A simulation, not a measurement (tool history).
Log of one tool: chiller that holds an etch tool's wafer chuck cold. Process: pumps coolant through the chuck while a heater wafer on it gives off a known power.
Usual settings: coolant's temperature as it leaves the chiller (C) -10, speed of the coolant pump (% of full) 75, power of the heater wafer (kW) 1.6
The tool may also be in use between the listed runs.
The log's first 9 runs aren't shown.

run      day  coolant's temperature as it leaves the chiller (C)  speed of the coolant pump (% of full)  power of the heater wafer (kW)  chuck's temperature once it has settled (C)  how much warmer the coolant comes back (C)
 10   48.054                                                 -10                                     75                           1.556                                          3.5                                        4.77
 11   55.383                                                 -10                                     63                             1.6                                          6.3                                        5.95
 12   62.621                                                 -10                                     75                             1.6                                          3.8                                        4.89
 13   70.025                                                 -10                                     75                             1.6                                          3.9                                        4.86
 14   75.921                                                 -10                                     75                             1.6                                            4                                        4.91
 15   83.588                                                 -10                                     75                             1.6                                            4                                        4.85
      86.071  -- coolant changed, channels flushed
 16   88.133                                                 -10                                     75                             1.6                                            4                                        4.83
 17   93.812                                                 -11                                     63                           1.064                                         -0.2                                        3.81
 18  101.783                                                 -11                                     63                           1.064                                         -0.4                                         3.8

The next listed run, before its measurement:
 19  106.896                                                 -10                                     73                             1.6                                            ?                                           ?

Run 19 gave chuck's temperature once it has settled (C) 4.1, how much warmer the coolant comes back (C) 4.92.
Without the tool's hidden state the same run would have given chuck's temperature once it has settled (C) 4.1, how much warmer the coolant comes back (C) 5.11.

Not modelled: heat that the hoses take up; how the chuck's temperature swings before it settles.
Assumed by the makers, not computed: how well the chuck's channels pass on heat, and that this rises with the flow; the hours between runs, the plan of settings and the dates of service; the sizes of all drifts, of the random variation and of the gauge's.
